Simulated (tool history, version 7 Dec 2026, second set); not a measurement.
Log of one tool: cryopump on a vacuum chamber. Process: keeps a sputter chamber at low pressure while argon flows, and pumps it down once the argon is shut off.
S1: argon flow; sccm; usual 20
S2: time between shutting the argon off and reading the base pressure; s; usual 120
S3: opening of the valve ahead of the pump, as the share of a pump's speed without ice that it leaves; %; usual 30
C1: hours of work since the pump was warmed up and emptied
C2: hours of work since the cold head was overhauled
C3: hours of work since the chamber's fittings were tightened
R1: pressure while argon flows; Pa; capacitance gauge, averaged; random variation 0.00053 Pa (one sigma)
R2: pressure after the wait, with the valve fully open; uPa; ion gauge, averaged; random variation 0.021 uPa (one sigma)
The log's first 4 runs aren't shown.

Run 5, hour 263.6: usual settings but S2 43 s; C1 148; C2 2583; C3 1424. Result: R1 0.0492 Pa, R2 1.14 uPa.
Run 6, hour 323.5: usual settings but S2 43 s; C1 201; C2 2636; C3 1477. Result: R1 0.0502 Pa, R2 1.19 uPa.
Run 7, hour 361.3: usual settings but S2 43 s; C1 235; C2 2670; C3 1511. Result: R1 0.0493 Pa, R2 1.18 uPa.
Run 8, hour 436.3: usual settings; C1 302; C2 2736; C3 1578. Result: R1 0.0506 Pa, R2 0.66 uPa.
Run 9, hour 484.4: usual settings; C1 344; C2 2779; C3 1620. Result: R1 0.0496 Pa, R2 0.67 uPa.
Run 10, hour 543.2: usual settings; C1 397; C2 2831; C3 1673. Result: R1 0.0501 Pa, R2 0.71 uPa.
Run 11, hour 593.8: usual settings; C1 442; C2 2876; C3 1718. Result: R1 0.0511 Pa, R2 0.7 uPa.
Run 12, hour 674.6: usual settings; C1 513; C2 2948; C3 1789. Result: R1 0.0517 Pa, R2 0.76 uPa.
At hour 733.7: pump warmed up, emptied and cooled again.
Run 13, hour 740.2: usual settings; C1 6; C2 3002; C3 1843. Result: R1 0.0482 Pa, R2 0.66 uPa.
Run 14, hour 797.3: usual settings; C1 57; C2 3053; C3 1894. Result: R1 0.0481 Pa, R2 0.69 uPa.
Run 15, hour 861.6: usual settings; C1 114; C2 3110; C3 1951. Result: R1 0.0483 Pa, R2 0.69 uPa.
At hour 920.8: leaking fittings of the chamber tightened, without venting.
Run 16, hour 920.8: usual settings but S2 147 s; C1 165; C2 3161; C3 0. Result: R1 0.0494 Pa, R2 0.44 uPa.
Run 17, hour 958.5: usual settings but S2 82 s; C1 198; C2 3194; C3 34. Result: R1 0.0497 Pa, R2 0.6 uPa.
Run 18, hour 997.9: usual settings but S2 82 s; C1 233; C2 3229; C3 68. Result: R1 0.0493 Pa, R2 0.57 uPa.
Run 19, hour 1086.4: usual settings but S2 21 s; C1 312; C2 3308; C3 147. Result: R1 0.0504 Pa, R2 1.89 uPa.
Run 20, hour 1156.8: usual settings but S1 27 sccm, S2 21 s, S3 29 %; C1 374; C2 3371; C3 210. Result: R1 0.071 Pa, R2 1.85 uPa.
Run 21, hour 1229.7: usual settings but S1 24 sccm, S2 28 s; C1 439; C2 3435; C3 275. Result: R1 0.0622 Pa, R2 1.48 uPa.
Run 22, hour 1270.1: usual settings but S1 24 sccm, S2 94 s, S3 23 %; C1 475; C2 3471; C3 310. Result: R1 0.0802 Pa, R2 0.62 uPa.

Run 23 comes next. What will it give?
Run 23, hour 1326.6: usual settings but S1 11 sccm, S2 61 s, S3 16 %; C1 525; C2 3522; C3 361. Result: R1 ?, R2 ?.

R1: 0.0519 Pa
R2: 0.79 uPa
Without the tool's hidden state the same run would have given R1 0.0492 Pa, R2 0.69 uPa.

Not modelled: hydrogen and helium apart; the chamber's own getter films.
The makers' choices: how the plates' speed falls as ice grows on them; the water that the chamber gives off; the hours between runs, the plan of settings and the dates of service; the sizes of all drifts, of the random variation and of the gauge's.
